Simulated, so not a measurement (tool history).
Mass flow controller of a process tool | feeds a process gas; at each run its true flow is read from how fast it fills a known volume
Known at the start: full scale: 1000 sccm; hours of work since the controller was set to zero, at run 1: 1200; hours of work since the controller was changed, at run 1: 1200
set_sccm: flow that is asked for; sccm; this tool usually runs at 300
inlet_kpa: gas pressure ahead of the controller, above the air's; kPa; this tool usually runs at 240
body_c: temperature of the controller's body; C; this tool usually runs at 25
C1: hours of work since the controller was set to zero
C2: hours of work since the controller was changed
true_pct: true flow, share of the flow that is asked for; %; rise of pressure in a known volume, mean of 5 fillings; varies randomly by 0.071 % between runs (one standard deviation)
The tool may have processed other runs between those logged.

Run 1, hour 0: usual settings; C1 1200; C2 1200. Result: true_pct 99.84 %.
Run 2, hour 108.1: usual settings; C1 1276; C2 1276. Result: true_pct 100 %.
Run 3, hour 186.6: usual settings but body_c 22 C; C1 1332; C2 1332. Result: true_pct 99.86 %.
Run 4, hour 316.5: usual settings; C1 1424; C2 1424. Result: true_pct 99.86 %.
Run 5, hour 403.2: usual settings; C1 1485; C2 1485. Result: true_pct 99.97 %.
Run 6, hour 513.8: usual settings; C1 1564; C2 1564. Result: true_pct 100.08 %.
Run 7, hour 648.1: usual settings but inlet_kpa 251 kPa; C1 1659; C2 1659. Result: true_pct 100.16 %.
Run 8, hour 799.1: usual settings but inlet_kpa 251 kPa; C1 1766; C2 1766. Result: true_pct 100.25 %.
Run 9, hour 883.7: usual settings but inlet_kpa 251 kPa; C1 1826; C2 1826. Result: true_pct 100.32 %.
Run 10, hour 1030.6: usual settings but set_sccm 732 sccm, inlet_kpa 251 kPa; C1 1930; C2 1930. Result: true_pct 100.61 %.
Run 11, hour 1160.2: usual settings but set_sccm 732 sccm, inlet_kpa 251 kPa; C1 2022; C2 2022. Result: true_pct 100.66 %.
Run 12, hour 1295.5: usual settings but set_sccm 732 sccm, inlet_kpa 251 kPa; C1 2117; C2 2117. Result: true_pct 100.64 %.
Run 13, hour 1398.7: usual settings but set_sccm 968 sccm, inlet_kpa 183 kPa, body_c 30 C; C1 2191; C2 2191. Result: true_pct 100.83 %.
Run 14, hour 1508.2: usual settings but set_sccm 968 sccm, inlet_kpa 183 kPa, body_c 30 C; C1 2268; C2 2268. Result: true_pct 101.05 %.
Run 15, hour 1623.7: usual settings but set_sccm 471 sccm, body_c 26 C; C1 2350; C2 2350. Result: true_pct 100.85 %.
Run 16, hour 1753: usual settings but set_sccm 471 sccm, inlet_kpa 172 kPa, body_c 27 C; C1 2441; C2 2441. Result: true_pct 100.87 %.
Run 17, hour 1817.2: usual settings but set_sccm 164 sccm, inlet_kpa 255 kPa, body_c 29 C; C1 2487; C2 2487. Result: true_pct 100.88 %.
Run 18, hour 1967.1: usual settings but set_sccm 215 sccm, inlet_kpa 203 kPa, body_c 29 C; C1 2593; C2 2593. Result: true_pct 100.94 %.
Run 19, hour 2099.5: usual settings but body_c 22 C; C1 2687; C2 2687. Result: true_pct 101.01 %.
Run 20, hour 2219: usual settings but body_c 22 C; C1 2771; C2 2771. Result: true_pct 101.02 %.

Below, some changes in true_pct between adjacent runs. For each, the amount present without the hidden state too (settings, incoming material, random variation) and the amount remaining for the hidden state with gauge scatter not shared by both compared results:
What the log doesn't record here: flow at rest that the sensor doesn't see, % of full scale; true flow over the shown one, %; drift of the gauge itself on true_pct, %.
Run 9 -> 10: set_sccm 300 -> 732. true_pct +0.29 %: hidden state +0.09, all else +0.2.
Run 13 -> 14: nothing adjusted, nothing logged. true_pct +0.22 %: hidden state +0.07, all else +0.15.
Run 17 -> 18: set_sccm 164 -> 215, inlet_kpa 255 -> 203. true_pct +0.06 %: hidden state +0.09, all else -0.03.

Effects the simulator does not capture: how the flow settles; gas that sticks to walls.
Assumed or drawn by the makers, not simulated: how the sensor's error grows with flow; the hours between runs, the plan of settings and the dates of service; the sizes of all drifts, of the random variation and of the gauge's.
